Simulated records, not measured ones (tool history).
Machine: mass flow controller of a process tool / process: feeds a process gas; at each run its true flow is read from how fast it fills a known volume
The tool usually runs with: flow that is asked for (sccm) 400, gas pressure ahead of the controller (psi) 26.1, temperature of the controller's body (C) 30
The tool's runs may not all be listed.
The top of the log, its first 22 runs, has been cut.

run,day,flow that is asked for (sccm),gas pressure ahead of the controller (psi),temperature of the controller's body (C),hours of work since the controller was set to zero,hours of work since the controller was changed,true flow (%)
23,52,794,21.9,35,111,903,99.43
# day 53.417: controller's zero set anew, once more
24,54.675,173,40,21,12,929,98.47
25,56.912,561,23.4,31,35,952,98.81
26,59.838,561,23.4,31,63,980,98.82
27,62.121,122,26.1,30,86,1003,97.9
28,64.962,122,26.1,30,114,1031,98.18
29,67.3,160,35.5,29,137,1054,98.12
30,69.796,294,38.6,35,162,1079,97.9
31,72.121,132,37.4,27,185,1102,98.32
32,74.75,132,37.4,27,211,1128,98.33
33,77.712,266,22.6,25,240,1157,98.9
34,79.133,388,22.6,21,254,1171,99.53

Consider 3 possible next runs. They are alternatives, not a sequence: every one starts from the tool as it was left by run 34. What does each give?
A,81.162,324,22.6,21,274,1191,?
B,81.162,768,27.1,21,274,1191,?
C,81.162,339,22.8,35,274,1191,?

run,true flow (%)
A,99.49
B,100.6
C,98.05
The same runs, with their run-to-run variation unchanged, on a tool lacking any hidden condition would have given:
run,true flow (%)
A,98.5
B,99.74
C,97.06

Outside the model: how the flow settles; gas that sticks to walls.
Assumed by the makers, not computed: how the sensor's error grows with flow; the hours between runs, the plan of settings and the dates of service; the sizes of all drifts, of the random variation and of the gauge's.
